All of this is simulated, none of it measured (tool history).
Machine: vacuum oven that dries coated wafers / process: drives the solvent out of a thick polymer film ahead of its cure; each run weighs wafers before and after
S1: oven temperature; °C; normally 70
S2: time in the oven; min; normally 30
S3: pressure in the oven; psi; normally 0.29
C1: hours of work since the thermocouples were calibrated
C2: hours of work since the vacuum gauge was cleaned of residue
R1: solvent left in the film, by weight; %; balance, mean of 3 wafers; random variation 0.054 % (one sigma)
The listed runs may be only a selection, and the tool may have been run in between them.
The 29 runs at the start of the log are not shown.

{"run": 30, "hour": 349.0, "S1": 75, "S2": 23, "S3": 0.29, "C1": 52, "C2": 195, "R1": 1.41}
{"run": 31, "hour": 363.5, "S1": 75, "S2": 23, "S3": 0.29, "C1": 59, "C2": 202, "R1": 1.38}
{"run": 32, "hour": 378.1, "S1": 80, "S2": 43, "S3": 0.477, "C1": 67, "C2": 210, "R1": 1.05}
{"run": 33, "hour": 388.7, "S1": 78, "S2": 45, "S3": 0.167, "C1": 72, "C2": 215, "R1": 0.37}
{"run": 34, "hour": 404.1, "S1": 82, "S2": 39, "S3": 0.647, "C1": 79, "C2": 223, "R1": 1.29}
{"run": 35, "hour": 414.4, "S1": 56, "S2": 23, "S3": 0.29, "C1": 85, "C2": 228, "R1": 10.49}
{"run": 36, "hour": 421.5, "S1": 75, "S2": 46, "S3": 0.814, "C1": 88, "C2": 231, "R1": 2.25}
{"run": 37, "hour": 437.7, "S1": 70, "S2": 36, "S3": 0.29, "C1": 96, "C2": 239, "R1": 1.42}
{"run": 38, "hour": 449.2, "S1": 63, "S2": 34, "S3": 0.577, "C1": 102, "C2": 245, "R1": 5.45}
{"run": 39, "hour": 456.8, "S1": 68, "S2": 30, "S3": 1.136, "C1": 106, "C2": 249, "R1": 5.59}
{"run": 40, "hour": 465.5, "S1": 68, "S2": 30, "S3": 1.136, "C1": 110, "C2": 253, "R1": 5.47}
{"run": 41, "hour": 477.4, "S1": 68, "S2": 30, "S3": 1.136, "C1": 116, "C2": 259, "R1": 5.73}
{"run": 42, "hour": 488.6, "S1": 68, "S2": 30, "S3": 1.136, "C1": 121, "C2": 264, "R1": 5.6}
{"run": 43, "hour": 504.7, "S1": 65, "S2": 30, "S3": 1.036, "C1": 129, "C2": 272, "R1": 6.66}
{"run": 44, "hour": 519.0, "S1": 70, "S2": 30, "S3": 0.499, "C1": 136, "C2": 279, "R1": 2.66}

The next listed run, before its measurement:
{"run": 45, "hour": 531.9, "S1": 71, "S2": 30, "S3": 0.996, "C1": 143, "C2": 286, "R1": "?"}

{"run 45": {"R1": 3.98}}
With the hidden condition absent and the run-to-run variation left alone, this run would have shown R1 3.97 %.

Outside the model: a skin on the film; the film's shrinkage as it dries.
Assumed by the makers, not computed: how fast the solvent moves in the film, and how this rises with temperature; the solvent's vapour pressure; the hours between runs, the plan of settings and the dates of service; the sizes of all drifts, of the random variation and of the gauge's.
